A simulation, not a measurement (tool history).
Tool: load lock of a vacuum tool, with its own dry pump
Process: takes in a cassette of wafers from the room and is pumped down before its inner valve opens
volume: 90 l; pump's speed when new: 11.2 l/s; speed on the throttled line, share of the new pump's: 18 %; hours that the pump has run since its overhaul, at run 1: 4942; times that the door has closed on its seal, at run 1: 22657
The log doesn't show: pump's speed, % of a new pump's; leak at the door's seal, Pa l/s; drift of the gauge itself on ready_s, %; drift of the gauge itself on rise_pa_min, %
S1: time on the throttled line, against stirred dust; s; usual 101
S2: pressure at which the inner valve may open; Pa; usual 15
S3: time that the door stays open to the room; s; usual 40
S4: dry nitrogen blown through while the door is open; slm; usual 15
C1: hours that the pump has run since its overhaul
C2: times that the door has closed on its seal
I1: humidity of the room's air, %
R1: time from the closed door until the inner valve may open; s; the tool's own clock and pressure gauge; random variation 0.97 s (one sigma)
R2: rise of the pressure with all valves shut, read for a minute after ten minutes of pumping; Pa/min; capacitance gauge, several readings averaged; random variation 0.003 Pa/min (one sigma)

run     hour   S1  S2   S3  S4     C1     C2    I1     R1     R2
  1      0.0  101  15   40  15   4942  22657  47.3  161.6  0.152
  2    421.1  101  15   40  15   5363  24588  45.7  159.8  0.177
  3    777.5  144  15   40  15   5719  26221  46.2  197.2  0.189
  4   1227.1  101  15   51  15   6169  28283  43.9  162.3  0.221
  5   1493.0  101  15   51  15   6435  29502  48.1  163.1  0.237
  6   1829.4  101  15   26  15   6771  31044  43.5  164.0  0.252
  7   2317.5  101  15   26  15   7259  33282  46.1  164.2  0.291
  8   2605.0  101  15   40  11   7547  34600  48.7  164.1  0.312
      2857.6  -- door's seal changed, seat wiped
  9   2997.9  101  15   84  15   7938    643  38.8  165.9  0.019
 10   3400.4   58  15   40  15   8341   2489  48.5  130.5  0.023
 11   3608.9   58  15   40  15   8549   3444  47.9  133.3  0.025
 12   3871.8  101  15   40  15   8812   4650  46.4  162.5  0.029
 13   4269.5  101  15   40   5   9210   6473  41.9  166.3  0.044
 14   4644.1  101  15   40   5   9585   8191  42.9  163.7  0.050
 15   5062.2  101  15   40   5  10003  10107  43.1  168.0  0.066
 16   5333.8  101  15   40   5  10274  11352  45.0  165.8  0.069
 17   5578.0  101  15   40   5  10518  12472  48.0  166.3  0.079
 18   5809.1  101  18   40  15  10750  13532  42.2  167.7  0.077
 19   6254.4  101  18   29  44  11195  15573  44.1  167.4  0.082
 20   6509.4  101  18   29  44  11450  16742  47.5  167.9  0.094
 21   6971.7  101  14   29  44  11912  18861  46.5  172.0  0.111
      7065.7  -- dry pump taken out, an overhauled one fitted
 22   7397.9  119  17  139   9    332  20788  41.5  168.0  0.160
 23   7799.2  101  14  130   5    734  22628  46.0  153.9  0.188
 24   8046.9   83  13   40   7    981  23763  44.4  140.4  0.179
 25   8488.4  142  23  105  12   1423  25788  47.4  181.9  0.205
 26   8870.4  178  23   65  12   1805  27539  43.9  214.1  0.220
 27   9150.1  178  28   65  12   2084  28821  45.7  213.3  0.236
 28   9624.3  178  28   65  12   2559  30995  44.7  214.4  0.266
 29   9954.5   70  12   40  15   2889  32509  45.4  132.5  0.285
 30  10322.8   70  12   40  15   3257  34197  40.6  132.4  0.303
     10657.2  -- door's seal changed, seat wiped
 31  10698.0   98  15   40  30   3631    187  43.6  155.0  0.011
 32  11189.5  124  15   40  30   4122   2440  44.4  176.2  0.015
 33  11656.2  114  12   97   8   4589   4580  43.2  172.6  0.040
 34  12074.2  114  12   97   8   5007   6496  41.7  173.8  0.045
 35  12536.1   57  12   97   6   5469   8614  45.3  126.0  0.068
 36  12805.5   57  16   27  36   5738   9849  47.2  123.2  0.049

5 ways to go on from here, each from the tool as it stands after run 36. What would each give?
  A  13190.0  101  15   40   6  6123  11611  42.9   ?   ?
  B  13190.0  101  15   75  15  6123  11611  44.7   ?   ?
  C  13190.0   57  11  167  36  6123  11611  46.0   ?   ?
  D  13190.0   57  14   27  36  6123  11611  43.4   ?   ?
  E  13190.0  101  20   40   9  6123  11611  44.1   ?   ?

run     R1     R2
  A  158.3  0.075
  B  161.0  0.069
  C  128.4  0.073
  D  124.1  0.060
  E  155.9  0.069
Without the tool's hidden state the same runs would have given:
run     R1     R2
  A  152.8  0.019
  B  155.4  0.014
  C  121.6  0.018
  D  117.8  0.004
  E  150.7  0.013

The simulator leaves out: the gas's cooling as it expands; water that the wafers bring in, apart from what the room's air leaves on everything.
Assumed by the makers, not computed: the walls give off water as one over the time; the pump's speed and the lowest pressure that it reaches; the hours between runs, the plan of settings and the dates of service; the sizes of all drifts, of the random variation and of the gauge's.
